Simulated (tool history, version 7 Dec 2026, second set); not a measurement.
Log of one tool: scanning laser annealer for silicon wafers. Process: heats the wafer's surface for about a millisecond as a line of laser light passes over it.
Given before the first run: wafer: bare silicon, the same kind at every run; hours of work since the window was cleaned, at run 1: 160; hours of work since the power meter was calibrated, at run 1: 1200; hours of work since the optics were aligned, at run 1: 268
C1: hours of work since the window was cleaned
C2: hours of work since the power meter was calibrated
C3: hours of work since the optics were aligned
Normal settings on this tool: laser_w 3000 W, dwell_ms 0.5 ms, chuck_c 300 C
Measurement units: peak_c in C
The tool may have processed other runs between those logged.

{"run": 1, "hour": 0.0, "laser_w": 3000, "dwell_ms": 0.5, "chuck_c": 300, "C1": 160, "C2": 1200, "C3": 268, "peak_c": 1109}
{"run": 2, "hour": 34.8, "laser_w": 3000, "dwell_ms": 0.5, "chuck_c": 300, "C1": 179, "C2": 1219, "C3": 287, "peak_c": 1110}
{"run": 3, "hour": 111.8, "laser_w": 3000, "dwell_ms": 0.5, "chuck_c": 300, "C1": 222, "C2": 1261, "C3": 330, "peak_c": 1111}
{"run": 4, "hour": 182.8, "laser_w": 3000, "dwell_ms": 0.5, "chuck_c": 300, "C1": 261, "C2": 1301, "C3": 369, "peak_c": 1112}
{"run": 5, "hour": 240.8, "laser_w": 3000, "dwell_ms": 0.5, "chuck_c": 300, "C1": 293, "C2": 1332, "C3": 401, "peak_c": 1110}
{"run": 6, "hour": 302.9, "laser_w": 3000, "dwell_ms": 0.5, "chuck_c": 300, "C1": 327, "C2": 1366, "C3": 435, "peak_c": 1113}
{"run": 7, "hour": 358.2, "laser_w": 3000, "dwell_ms": 0.5, "chuck_c": 300, "C1": 357, "C2": 1397, "C3": 465, "peak_c": 1114}
{"hour": 388.2, "done": "window over the wafer cleaned"}
{"run": 8, "hour": 430.9, "laser_w": 3000, "dwell_ms": 0.5, "chuck_c": 300, "C1": 23, "C2": 1436, "C3": 504, "peak_c": 1112}
{"run": 9, "hour": 486.1, "laser_w": 3000, "dwell_ms": 0.5, "chuck_c": 300, "C1": 54, "C2": 1466, "C3": 534, "peak_c": 1112}
{"run": 10, "hour": 529.3, "laser_w": 3000, "dwell_ms": 0.5, "chuck_c": 300, "C1": 77, "C2": 1490, "C3": 558, "peak_c": 1111}
{"run": 11, "hour": 562.1, "laser_w": 3000, "dwell_ms": 0.5, "chuck_c": 300, "C1": 96, "C2": 1508, "C3": 576, "peak_c": 1111}
{"run": 12, "hour": 627.3, "laser_w": 3000, "dwell_ms": 0.357, "chuck_c": 300, "C1": 131, "C2": 1544, "C3": 612, "peak_c": 995}
{"run": 13, "hour": 675.0, "laser_w": 3000, "dwell_ms": 0.357, "chuck_c": 300, "C1": 157, "C2": 1570, "C3": 638, "peak_c": 988}
{"run": 14, "hour": 750.5, "laser_w": 3000, "dwell_ms": 0.357, "chuck_c": 300, "C1": 199, "C2": 1611, "C3": 679, "peak_c": 990}
{"run": 15, "hour": 819.7, "laser_w": 3000, "dwell_ms": 0.357, "chuck_c": 300, "C1": 237, "C2": 1649, "C3": 717, "peak_c": 993}
{"run": 16, "hour": 866.3, "laser_w": 3000, "dwell_ms": 0.357, "chuck_c": 300, "C1": 263, "C2": 1675, "C3": 743, "peak_c": 991}
{"run": 17, "hour": 926.6, "laser_w": 2903, "dwell_ms": 0.5, "chuck_c": 300, "C1": 296, "C2": 1708, "C3": 776, "peak_c": 1079}
{"run": 18, "hour": 987.1, "laser_w": 2903, "dwell_ms": 0.5, "chuck_c": 300, "C1": 329, "C2": 1741, "C3": 809, "peak_c": 1080}
{"run": 19, "hour": 1043.8, "laser_w": 2903, "dwell_ms": 0.5, "chuck_c": 300, "C1": 360, "C2": 1772, "C3": 840, "peak_c": 1080}
{"hour": 1067.7, "done": "window over the wafer cleaned"}
{"run": 20, "hour": 1076.8, "laser_w": 2903, "dwell_ms": 0.5, "chuck_c": 300, "C1": 5, "C2": 1789, "C3": 858, "peak_c": 1079}
{"run": 21, "hour": 1145.0, "laser_w": 3000, "dwell_ms": 0.5, "chuck_c": 300, "C1": 42, "C2": 1827, "C3": 895, "peak_c": 1111}
{"run": 22, "hour": 1214.1, "laser_w": 3000, "dwell_ms": 0.5, "chuck_c": 300, "C1": 80, "C2": 1865, "C3": 933, "peak_c": 1111}
{"run": 23, "hour": 1281.1, "laser_w": 3000, "dwell_ms": 0.5, "chuck_c": 300, "C1": 117, "C2": 1902, "C3": 970, "peak_c": 1112}
{"run": 24, "hour": 1332.9, "laser_w": 3000, "dwell_ms": 0.5, "chuck_c": 300, "C1": 146, "C2": 1930, "C3": 998, "peak_c": 1110}
{"run": 25, "hour": 1403.9, "laser_w": 3225, "dwell_ms": 0.549, "chuck_c": 306, "C1": 185, "C2": 1969, "C3": 1037, "peak_c": 1231}
{"run": 26, "hour": 1459.5, "laser_w": 3225, "dwell_ms": 0.549, "chuck_c": 306, "C1": 215, "C2": 2000, "C3": 1068, "peak_c": 1235}
{"run": 27, "hour": 1503.6, "laser_w": 3225, "dwell_ms": 0.549, "chuck_c": 287, "C1": 239, "C2": 2024, "C3": 1092, "peak_c": 1212}
{"run": 28, "hour": 1554.2, "laser_w": 3225, "dwell_ms": 0.549, "chuck_c": 287, "C1": 267, "C2": 2052, "C3": 1120, "peak_c": 1216}
{"run": 29, "hour": 1618.1, "laser_w": 3214, "dwell_ms": 0.549, "chuck_c": 287, "C1": 302, "C2": 2087, "C3": 1155, "peak_c": 1208}
{"run": 30, "hour": 1673.8, "laser_w": 2906, "dwell_ms": 0.462, "chuck_c": 270, "C1": 333, "C2": 2117, "C3": 1185, "peak_c": 1022}
{"hour": 1747.4, "done": "window over the wafer cleaned"}
{"run": 31, "hour": 1747.7, "laser_w": 2906, "dwell_ms": 0.462, "chuck_c": 270, "C1": 0, "C2": 2157, "C3": 1225, "peak_c": 1025}
{"run": 32, "hour": 1784.7, "laser_w": 2906, "dwell_ms": 0.462, "chuck_c": 270, "C1": 21, "C2": 2177, "C3": 1245, "peak_c": 1024}
{"run": 33, "hour": 1855.9, "laser_w": 3036, "dwell_ms": 0.483, "chuck_c": 326, "C1": 60, "C2": 2216, "C3": 1284, "peak_c": 1138}
{"run": 34, "hour": 1904.8, "laser_w": 2801, "dwell_ms": 0.403, "chuck_c": 277, "C1": 86, "C2": 2243, "C3": 1311, "peak_c": 949}
{"run": 35, "hour": 1980.9, "laser_w": 3166, "dwell_ms": 0.402, "chuck_c": 266, "C1": 128, "C2": 2285, "C3": 1353, "peak_c": 1049}
{"run": 36, "hour": 2050.7, "laser_w": 3166, "dwell_ms": 0.402, "chuck_c": 266, "C1": 167, "C2": 2323, "C3": 1391, "peak_c": 1048}
{"run": 37, "hour": 2114.9, "laser_w": 3024, "dwell_ms": 0.391, "chuck_c": 266, "C1": 202, "C2": 2359, "C3": 1427, "peak_c": 997}
{"run": 38, "hour": 2173.9, "laser_w": 3024, "dwell_ms": 0.391, "chuck_c": 266, "C1": 234, "C2": 2391, "C3": 1459, "peak_c": 996}
{"run": 39, "hour": 2217.2, "laser_w": 3024, "dwell_ms": 0.391, "chuck_c": 266, "C1": 258, "C2": 2415, "C3": 1483, "peak_c": 997}
{"run": 40, "hour": 2286.8, "laser_w": 3024, "dwell_ms": 0.391, "chuck_c": 266, "C1": 296, "C2": 2453, "C3": 1521, "peak_c": 997}
{"hour": 2314.5, "done": "optics aligned, line set to its width"}
{"run": 41, "hour": 2331.0, "laser_w": 3024, "dwell_ms": 0.391, "chuck_c": 266, "C1": 318, "C2": 2474, "C3": 9, "peak_c": 997}

Branching from run 41: 3 alternative next runs. What would each branch give?
{"run": "A", "hour": 2391.9, "laser_w": 2600, "dwell_ms": 0.583, "chuck_c": 272, "C1": 351, "C2": 2508, "C3": 43, "peak_c": "?"}
{"run": "B", "hour": 2391.9, "laser_w": 2913, "dwell_ms": 0.541, "chuck_c": 321, "C1": 351, "C2": 2508, "C3": 43, "peak_c": "?"}
{"run": "C", "hour": 2391.9, "laser_w": 3024, "dwell_ms": 0.424, "chuck_c": 266, "C1": 351, "C2": 2508, "C3": 43, "peak_c": "?"}

run=A peak_c=1008
run=B peak_c=1131
run=C peak_c=1026
Stripped of hidden state, with their random variation kept, the same runs would have yielded:
run=A peak_c=1009
run=B peak_c=1132
run=C peak_c=1027
